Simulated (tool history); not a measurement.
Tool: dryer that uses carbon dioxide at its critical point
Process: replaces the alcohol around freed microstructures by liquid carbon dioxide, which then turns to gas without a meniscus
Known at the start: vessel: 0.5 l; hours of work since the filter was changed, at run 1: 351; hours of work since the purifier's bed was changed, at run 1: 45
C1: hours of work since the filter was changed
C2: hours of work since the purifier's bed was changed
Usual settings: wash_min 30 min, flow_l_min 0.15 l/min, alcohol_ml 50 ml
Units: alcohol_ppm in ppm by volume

{"run": 1, "hour": 0.0, "wash_min": 30, "flow_l_min": 0.15, "alcohol_ml": 50, "C1": 351, "C2": 45, "alcohol_ppm": 207}
{"run": 2, "hour": 23.2, "wash_min": 30, "flow_l_min": 0.155, "alcohol_ml": 50, "C1": 368, "C2": 61, "alcohol_ppm": 175}
{"run": 3, "hour": 33.7, "wash_min": 30, "flow_l_min": 0.155, "alcohol_ml": 50, "C1": 375, "C2": 68, "alcohol_ppm": 179}
{"run": 4, "hour": 59.3, "wash_min": 30, "flow_l_min": 0.15, "alcohol_ml": 65, "C1": 393, "C2": 87, "alcohol_ppm": 290}
{"run": 5, "hour": 84.9, "wash_min": 30, "flow_l_min": 0.15, "alcohol_ml": 65, "C1": 411, "C2": 104, "alcohol_ppm": 306}
{"run": 6, "hour": 102.5, "wash_min": 30, "flow_l_min": 0.15, "alcohol_ml": 65, "C1": 423, "C2": 117, "alcohol_ppm": 312}
{"run": 7, "hour": 125.8, "wash_min": 30, "flow_l_min": 0.15, "alcohol_ml": 50, "C1": 440, "C2": 133, "alcohol_ppm": 262}
{"run": 8, "hour": 145.8, "wash_min": 30, "flow_l_min": 0.15, "alcohol_ml": 50, "C1": 454, "C2": 147, "alcohol_ppm": 282}
{"run": 9, "hour": 157.2, "wash_min": 46, "flow_l_min": 0.124, "alcohol_ml": 37, "C1": 462, "C2": 155, "alcohol_ppm": 81}
{"run": 10, "hour": 181.6, "wash_min": 26, "flow_l_min": 0.15, "alcohol_ml": 20, "C1": 479, "C2": 172, "alcohol_ppm": 254}
{"run": 11, "hour": 195.3, "wash_min": 40, "flow_l_min": 0.15, "alcohol_ml": 50, "C1": 489, "C2": 182, "alcohol_ppm": 74}
{"run": 12, "hour": 220.7, "wash_min": 30, "flow_l_min": 0.15, "alcohol_ml": 74, "C1": 506, "C2": 200, "alcohol_ppm": 426}
{"run": 13, "hour": 245.2, "wash_min": 18, "flow_l_min": 0.195, "alcohol_ml": 21, "C1": 524, "C2": 217, "alcohol_ppm": 437}

3 ways to go on from here, each from the tool as it stands after run 13. What would each give?
{"hour": 250.6, "done": "inlet filter changed"}
{"run": "A", "hour": 268.5, "wash_min": 26, "flow_l_min": 0.135, "alcohol_ml": 23, "C1": 13, "C2": 233, "alcohol_ppm": "?"}
{"hour": 250.6, "done": "inlet filter changed"}
{"run": "B", "hour": 268.5, "wash_min": 37, "flow_l_min": 0.223, "alcohol_ml": 37, "C1": 13, "C2": 233, "alcohol_ppm": "?"}
{"hour": 250.6, "done": "inlet filter changed"}
{"run": "C", "hour": 268.5, "wash_min": 44, "flow_l_min": 0.195, "alcohol_ml": 21, "C1": 13, "C2": 233, "alcohol_ppm": "?"}

run=A alcohol_ppm=244
run=B alcohol_ppm=50
run=C alcohol_ppm=48
Without the tool's hidden state the same runs would have given:
run=A alcohol_ppm=186
run=B alcohol_ppm=1
run=C alcohol_ppm=0
